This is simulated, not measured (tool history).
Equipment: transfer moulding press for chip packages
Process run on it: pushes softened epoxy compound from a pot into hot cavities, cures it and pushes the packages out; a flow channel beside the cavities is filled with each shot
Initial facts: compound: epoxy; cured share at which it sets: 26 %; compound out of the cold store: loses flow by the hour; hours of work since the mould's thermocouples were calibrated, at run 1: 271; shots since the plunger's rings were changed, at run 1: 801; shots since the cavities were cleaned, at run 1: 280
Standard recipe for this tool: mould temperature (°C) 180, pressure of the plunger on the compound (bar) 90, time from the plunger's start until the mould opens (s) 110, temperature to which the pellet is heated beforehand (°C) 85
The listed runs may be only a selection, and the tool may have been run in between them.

run,hour,mould temperature (°C),pressure of the plunger on the compound (bar),time from the plunger's start until the mould opens (s),temperature to which the pellet is heated beforehand (°C),hours of work since the mould's thermocouples were calibrated,shots since the plunger's rings were changed,shots since the cavities were cleaned,incoming compound's hours out of the cold store,length that the compound runs in the flow channel (mm),greatest force on the pins that push the packages out (N)
1,0,180,90,110,85,271,801,280,35.4,625,281
2,56.3,183,90,110,85,303,1376,855,43.5,600,321
# hour 80.3: cavities cleaned with cleaning compound and waxed
3,106.1,183,90,110,85,329,1868,263,33.2,621,275
4,163.6,180,90,102,85,361,2454,849,15,659,363
# hour 185.7: cavities cleaned with cleaning compound and waxed
5,226.3,186,90,110,85,395,3078,414,34.4,602,293
6,277.1,180,90,110,85,423,3596,932,14,651,350
# hour 291.9: cavities cleaned with cleaning compound and waxed
7,311.8,180,90,117,85,442,3935,203,9.4,658,264
8,345.6,180,90,117,85,461,4279,547,24,624,317
9,375.3,180,90,117,85,477,4582,850,18.2,633,346
# hour 396.5: cavities cleaned with cleaning compound and waxed
# hour 424.8: plunger's sealing rings changed
10,432.6,180,90,117,85,507,80,342,41,621,286
11,469.4,180,90,117,85,527,455,717,12.2,684,323
12,498,180,90,117,85,543,747,1009,35,629,339
# hour 504.6: cavities cleaned with cleaning compound and waxed
13,560.2,180,90,117,85,577,1365,566,40.9,615,326
14,603.9,180,80.6,96,85,601,1811,1012,33.3,594,397
# hour 610: cavities cleaned with cleaning compound and waxed
15,647.4,180,80.6,96,85,624,2239,381,35.2,583,323
16,699.1,180,90,134,92,653,2767,909,15.9,663,336
# hour 714.8: cavities cleaned with cleaning compound and waxed
17,728.2,180,90,134,92,668,3048,136,12.8,660,250
18,753.6,186,108.2,121,88,682,3307,395,38.5,644,285
19,791.2,176,104.7,93,82,703,3691,779,40,651,474

Some steps in length that the compound runs in the flow channel (mm) between neighbouring runs. How much of each would the tool show without its hidden state too (settings, what came in, random variation), and how much is left for the hidden state, with any gauge scatter that isn't in both results?
Hidden state present: true mould temperature over the reading, C; pressure that reaches the compound, % of what is set; grip of the stained cavities, % over clean ones'; drift of the gauge itself on flow_mm, %; drift of the gauge itself on push_out_n, %.
Run 9 -> 10: cavities cleaned with cleaning compound and waxed, plunger's sealing rings changed. length that the compound runs in the flow channel (mm) -12: hidden state +37, all else -49.
Run 15 -> 16: pressure of the plunger on the compound (bar) 80.6 -> 90, time from the plunger's start until the mould opens (s) 96 -> 134, temperature to which the pellet is heated beforehand (°C) 85 -> 92. length that the compound runs in the flow channel (mm) +80: hidden state -7, all else +87.
